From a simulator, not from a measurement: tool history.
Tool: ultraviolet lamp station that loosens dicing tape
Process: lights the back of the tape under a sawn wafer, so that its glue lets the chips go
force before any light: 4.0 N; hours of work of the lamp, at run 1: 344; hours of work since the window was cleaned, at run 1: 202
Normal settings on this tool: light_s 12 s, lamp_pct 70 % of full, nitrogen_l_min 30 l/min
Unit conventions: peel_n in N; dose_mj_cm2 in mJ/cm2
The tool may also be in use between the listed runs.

| run | hour | light_s | lamp_pct | nitrogen_l_min | hours of work of the lamp | hours of work since the window was cleaned | peel_n | dose_mj_cm2 |
|---|---|---|---|---|---|---|---|---|
| 1 | 0 | 12 | 70 | 30 | 344 | 202 | 0.608 | 383 |
| 2 | 9.4 | 12 | 68 | 30 | 349 | 207 | 0.638 | 372 |
| 3 | 24.8 | 12 | 63 | 30 | 358 | 216 | 0.739 | 337 |
| 4 | 40.3 | 12 | 63 | 30 | 366 | 224 | 0.755 | 342 |
|  | 49.1 | window cleaned of glue's vapour |
| 5 | 52.7 | 19 | 70 | 30 | 372 | 2 | 0.246 | 641 |
| 6 | 64.5 | 19 | 70 | 30 | 379 | 8 | 0.256 | 637 |
| 7 | 77 | 19 | 70 | 30 | 385 | 15 | 0.26 | 633 |
| 8 | 84.5 | 19 | 70 | 30 | 390 | 19 | 0.253 | 628 |
| 9 | 99.5 | 19 | 70 | 30 | 398 | 27 | 0.258 | 625 |
| 10 | 110.4 | 12 | 92 | 30 | 403 | 33 | 0.352 | 511 |
| 11 | 124.6 | 12 | 70 | 30 | 411 | 41 | 0.573 | 388 |
| 12 | 139.7 | 12 | 70 | 30 | 419 | 49 | 0.568 | 394 |
| 13 | 153.5 | 12 | 70 | 30 | 427 | 56 | 0.579 | 388 |
| 14 | 164.5 | 12 | 70 | 30 | 433 | 62 | 0.577 | 389 |
| 15 | 171.6 | 12 | 70 | 30 | 436 | 66 | 0.572 | 390 |
| 16 | 179.5 | 6 | 70 | 30 | 441 | 70 | 1.502 | 191 |
| 17 | 190.6 | 6 | 70 | 30 | 447 | 76 | 1.495 | 192 |
| 18 | 200.1 | 6 | 70 | 30 | 452 | 81 | 1.451 | 196 |
| 19 | 210.5 | 11 | 70 | 30 | 457 | 87 | 0.681 | 354 |
| 20 | 219.4 | 11 | 70 | 30 | 462 | 92 | 0.695 | 350 |
| 21 | 232.6 | 11 | 70 | 30 | 469 | 99 | 0.676 | 347 |
| 22 | 246.9 | 9 | 70 | 30 | 477 | 106 | 0.938 | 284 |
| 23 | 259.1 | 9 | 70 | 46 | 484 | 113 | 0.773 | 282 |
| 24 | 269.3 | 9 | 70 | 46 | 489 | 119 | 0.776 | 279 |
| 25 | 282.6 | 16 | 70 | 46 | 496 | 126 | 0.279 | 499 |
| 26 | 293.3 | 12 | 91 | 32 | 502 | 131 | 0.385 | 487 |
| 27 | 300.9 | 24 | 91 | 32 | 506 | 136 | 0.152 | 966 |
| 28 | 308.2 | 21 | 93 | 25 | 510 | 139 | 0.196 | 870 |
| 29 | 316.3 | 19 | 81 | 43 | 514 | 144 | 0.193 | 673 |
| 30 | 323.9 | 19 | 81 | 43 | 518 | 148 | 0.184 | 682 |
| 31 | 334.1 | 19 | 81 | 43 | 524 | 153 | 0.206 | 676 |
| 32 | 342.4 | 6 | 85 | 43 | 528 | 158 | 1.094 | 219 |
| 33 | 355.8 | 12 | 70 | 15 | 536 | 165 | 0.977 | 369 |
| 34 | 371.8 | 12 | 70 | 15 | 544 | 174 | 0.96 | 365 |
| 35 | 384.9 | 18 | 62 | 22 | 551 | 181 | 0.481 | 486 |
| 36 | 392.3 | 18 | 62 | 22 | 555 | 185 | 0.495 | 484 |
| 37 | 406.2 | 18 | 62 | 22 | 563 | 192 | 0.521 | 484 |
| 38 | 416.3 | 14 | 99 | 30 | 568 | 198 | 0.29 | 590 |
| 39 | 430.6 | 7 | 99 | 33 | 576 | 205 | 0.857 | 296 |
| 40 | 439.2 | 7 | 99 | 33 | 581 | 210 | 0.87 | 294 |
| 41 | 450.4 | 20 | 99 | 33 | 587 | 216 | 0.167 | 839 |
| 42 | 462.5 | 18 | 72 | 30 | 593 | 223 | 0.331 | 545 |
|  | 474.1 | window cleaned of glue's vapour |
| 43 | 476.1 | 16 | 83 | 30 | 600 | 1 | 0.29 | 594 |

What differs in the tool's unlogged condition from the final listed run ahead of each entry between runs to the first listed run following it?
Between runs 4 and 5: window cleaned of glue's vapour (hour 49.1)
  lamp's light, % of a new lamp's: 89.7 -> 89.5; light that the window lets through, % of a clean one's: 93.6 -> 99.7
  measured minus no-state result, peel_n: +0.183 -> +0.039 N; dose_mj_cm2: -65 -> -76 mJ/cm2
Between runs 42 and 43: window cleaned of glue's vapour (hour 474.1)
  lamp's light, % of a new lamp's: 84.3 -> 84.2; light that the window lets through, % of a clean one's: 93.8 -> 99.4
  measured minus no-state result, peel_n: +0.104 -> +0.068 N; dose_mj_cm2: -145 -> -116 mJ/cm2
